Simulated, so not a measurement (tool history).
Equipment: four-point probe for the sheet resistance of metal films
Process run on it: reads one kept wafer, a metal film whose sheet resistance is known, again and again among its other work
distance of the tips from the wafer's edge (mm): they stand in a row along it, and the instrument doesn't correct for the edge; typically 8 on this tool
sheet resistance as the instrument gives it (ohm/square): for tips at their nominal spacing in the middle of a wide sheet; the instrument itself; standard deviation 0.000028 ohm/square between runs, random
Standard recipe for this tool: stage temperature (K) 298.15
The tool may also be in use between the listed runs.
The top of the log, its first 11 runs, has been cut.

| run | hour | stage temperature (K) | distance of the tips from the wafer's edge (mm) | touches since the probe head was changed | hours of work since the stage's thermometer was calibrated | sheet resistance as the instrument gives it (ohm/square) |
|---|---|---|---|---|---|---|
| 12 | 988.6 | 298.15 | 8 | 93085 | 399 | 0.14295 |
| 13 | 1075.5 | 298.15 | 8 | 94819 | 442 | 0.14299 |
| 14 | 1188.5 | 298.15 | 63 | 97075 | 498 | 0.142696 |
| 15 | 1306.2 | 298.15 | 63 | 99425 | 557 | 0.14268 |
| 16 | 1421.6 | 298.15 | 63 | 101729 | 614 | 0.142732 |
| 17 | 1542.1 | 298.15 | 5 | 104135 | 674 | 0.143498 |
| 18 | 1629.6 | 298.15 | 5 | 105883 | 718 | 0.14348 |
| 19 | 1694.9 | 296.15 | 12 | 107185 | 750 | 0.143039 |
| 20 | 1807 | 292.15 | 42 | 109423 | 806 | 0.14332 |
| 21 | 1882 | 301.15 | 24 | 110921 | 844 | 0.142492 |
| 22 | 1967.8 | 308.15 | 26 | 112634 | 886 | 0.141904 |
| 23 | 2042.7 | 298.15 | 4 | 114129 | 924 | 0.143911 |
| 24 | 2143.6 | 300.15 | 16 | 116144 | 974 | 0.142676 |
| 25 | 2227.9 | 300.15 | 16 | 117827 | 1016 | 0.14263 |
| 26 | 2302 | 299.15 | 37 | 119307 | 1053 | 0.142725 |
| 27 | 2393.9 | 299.15 | 37 | 121142 | 1098 | 0.142734 |
| 28 | 2490.8 | 294.15 | 43 | 123074 | 1147 | 0.143127 |
| 29 | 2576.9 | 299.15 | 6 | 124795 | 1190 | 0.143267 |
| 30 | 2697.6 | 299.15 | 6 | 127204 | 1250 | 0.143229 |

Forecast each of these 5 alternatives for the next run:
| A | 2791.5 | 298.15 | 63 | 129079 | 1296 | ? |
| B | 2791.5 | 296.15 | 8 | 129079 | 1296 | ? |
| C | 2791.5 | 292.15 | 6 | 129079 | 1296 | ? |
| D | 2791.5 | 299.15 | 21 | 129079 | 1296 | ? |
| E | 2791.5 | 292.15 | 7 | 129079 | 1296 | ? |

| run | sheet resistance as the instrument gives it (ohm/square) |
|---|---|
| A | 0.142883 |
| B | 0.143329 |
| C | 0.143955 |
| D | 0.142765 |
| E | 0.143751 |
With the hidden condition removed and each run's random variation left untouched, the same runs would have given:
| run | sheet resistance as the instrument gives it (ohm/square) |
|---|---|
| A | 0.141868 |
| B | 0.142313 |
| C | 0.142936 |
| D | 0.141751 |
| E | 0.142734 |
